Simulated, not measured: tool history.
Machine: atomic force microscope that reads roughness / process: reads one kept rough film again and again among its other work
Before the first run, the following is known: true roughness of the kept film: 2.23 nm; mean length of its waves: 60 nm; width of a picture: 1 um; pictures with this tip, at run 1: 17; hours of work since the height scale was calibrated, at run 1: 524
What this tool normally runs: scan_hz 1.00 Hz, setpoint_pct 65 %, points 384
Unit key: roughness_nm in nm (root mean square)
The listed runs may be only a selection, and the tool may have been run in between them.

| run | hour | scan_hz | setpoint_pct | points | pictures with this tip | hours of work since the height scale was calibrated | roughness_nm |
|---|---|---|---|---|---|---|---|
| 1 | 0.0 | 1.00 | 65 | 384 | 17 | 524 | 2.128 |
| 2 | 39.5 | 1.00 | 65 | 600 | 77 | 541 | 2.098 |
| 3 | 60.8 | 1.00 | 65 | 600 | 109 | 551 | 2.100 |
| 4 | 99.0 | 1.00 | 65 | 384 | 167 | 567 | 2.060 |
| 5 | 136.0 | 1.00 | 65 | 384 | 224 | 584 | 2.052 |
| 6 | 178.6 | 1.00 | 65 | 908 | 288 | 602 | 2.037 |
| 7 | 204.0 | 1.00 | 65 | 262 | 327 | 613 | 2.040 |
|  | 227.7 | new tip fitted |
| 8 | 232.6 | 1.00 | 65 | 384 | 8 | 626 | 2.150 |
| 9 | 277.2 | 1.00 | 65 | 384 | 76 | 645 | 2.109 |
| 10 | 311.9 | 1.00 | 65 | 384 | 129 | 660 | 2.085 |
| 11 | 356.5 | 1.00 | 65 | 384 | 196 | 680 | 2.067 |
| 12 | 383.9 | 1.00 | 65 | 384 | 238 | 692 | 2.049 |
| 13 | 431.0 | 1.00 | 65 | 507 | 310 | 712 | 2.038 |
|  | 466.1 | new tip fitted |
| 14 | 473.5 | 1.00 | 65 | 507 | 11 | 731 | 2.140 |
| 15 | 514.7 | 0.97 | 64 | 766 | 74 | 749 | 2.122 |
| 16 | 559.0 | 1.52 | 59 | 594 | 141 | 768 | 2.105 |
| 17 | 587.6 | 2.24 | 59 | 384 | 185 | 781 | 2.046 |
| 18 | 631.8 | 0.56 | 65 | 554 | 252 | 800 | 2.075 |
| 19 | 671.6 | 0.56 | 57 | 554 | 312 | 817 | 2.088 |
|  | 706.9 | new tip fitted |
| 20 | 707.1 | 0.83 | 65 | 978 | 1 | 833 | 2.151 |
| 21 | 747.7 | 0.76 | 65 | 778 | 63 | 850 | 2.153 |
| 22 | 780.7 | 0.76 | 75 | 778 | 113 | 865 | 2.084 |
| 23 | 813.1 | 2.79 | 65 | 399 | 162 | 879 | 1.984 |
| 24 | 859.4 | 2.79 | 65 | 399 | 233 | 899 | 1.958 |
| 25 | 902.2 | 2.79 | 65 | 399 | 298 | 918 | 1.953 |
| 26 | 940.6 | 1.00 | 77 | 336 | 356 | 935 | 1.969 |
|  | 944.0 | new tip fitted |
| 27 | 979.2 | 2.81 | 63 | 401 | 54 | 951 | 2.052 |

Alternative continuations, all from the tool just after run 27; predict every row:
| A | 1030.2 | 1.18 | 63 | 401 | 132 | 974 | ? |
| B | 1030.2 | 0.74 | 59 | 518 | 132 | 974 | ? |
| C | 1030.2 | 2.74 | 65 | 570 | 132 | 974 | ? |
| D | 1030.2 | 3.33 | 63 | 401 | 132 | 974 | ? |
| E | 1030.2 | 1.77 | 63 | 352 | 132 | 974 | ? |

| run | roughness_nm |
|---|---|
| A | 2.089 |
| B | 2.134 |
| C | 1.994 |
| D | 1.994 |
| E | 2.067 |
Stripped of hidden state, with their random variation kept, the same runs would have yielded:
| run | roughness_nm |
|---|---|
| A | 2.095 |
| B | 2.140 |
| C | 2.000 |
| D | 1.999 |
| E | 2.073 |
